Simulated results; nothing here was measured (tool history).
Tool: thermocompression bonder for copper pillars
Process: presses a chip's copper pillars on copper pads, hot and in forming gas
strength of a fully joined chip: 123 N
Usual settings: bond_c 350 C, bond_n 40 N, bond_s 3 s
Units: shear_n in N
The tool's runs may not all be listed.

{"run": 1, "hour": 0.0, "bond_c": 350, "bond_n": 40, "bond_s": 3, "shear_n": 82.2}
{"run": 2, "hour": 37.4, "bond_c": 350, "bond_n": 40, "bond_s": 3, "shear_n": 83}
{"run": 3, "hour": 63.8, "bond_c": 350, "bond_n": 40, "bond_s": 3, "shear_n": 81.5}
{"run": 4, "hour": 88.2, "bond_c": 350, "bond_n": 40, "bond_s": 4, "shear_n": 88.2}
{"hour": 124.6, "done": "forming gas filter changed"}
{"run": 5, "hour": 124.6, "bond_c": 350, "bond_n": 25, "bond_s": 3, "shear_n": 54.5}
{"run": 6, "hour": 149.6, "bond_c": 350, "bond_n": 25, "bond_s": 3, "shear_n": 54.6}
{"run": 7, "hour": 170.7, "bond_c": 331, "bond_n": 25, "bond_s": 3, "shear_n": 43.6}
{"run": 8, "hour": 199.4, "bond_c": 350, "bond_n": 40, "bond_s": 3, "shear_n": 82.5}
{"run": 9, "hour": 235.9, "bond_c": 350, "bond_n": 40, "bond_s": 3, "shear_n": 82.7}
{"hour": 250.8, "done": "heater calibrated with a thermocouple chip"}
{"run": 10, "hour": 275.6, "bond_c": 350, "bond_n": 40, "bond_s": 3, "shear_n": 83.6}
{"run": 11, "hour": 312.0, "bond_c": 346, "bond_n": 47, "bond_s": 3, "shear_n": 91.2}
{"run": 12, "hour": 350.0, "bond_c": 324, "bond_n": 36, "bond_s": 3, "shear_n": 61}
{"run": 13, "hour": 369.2, "bond_c": 321, "bond_n": 34, "bond_s": 5, "shear_n": 64.7}
{"run": 14, "hour": 389.6, "bond_c": 341, "bond_n": 27, "bond_s": 3, "shear_n": 51.9}
{"hour": 408.3, "done": "forming gas filter changed"}
{"run": 15, "hour": 409.0, "bond_c": 341, "bond_n": 25, "bond_s": 3, "shear_n": 47.2}

The next listed run, before its measurement:
{"run": 16, "hour": 434.0, "bond_c": 350, "bond_n": 40, "bond_s": 3, "shear_n": "?"}

Run 16 gave shear_n 82.3 N.
Without the tool's hidden state the same run would have given shear_n 82.4 N.
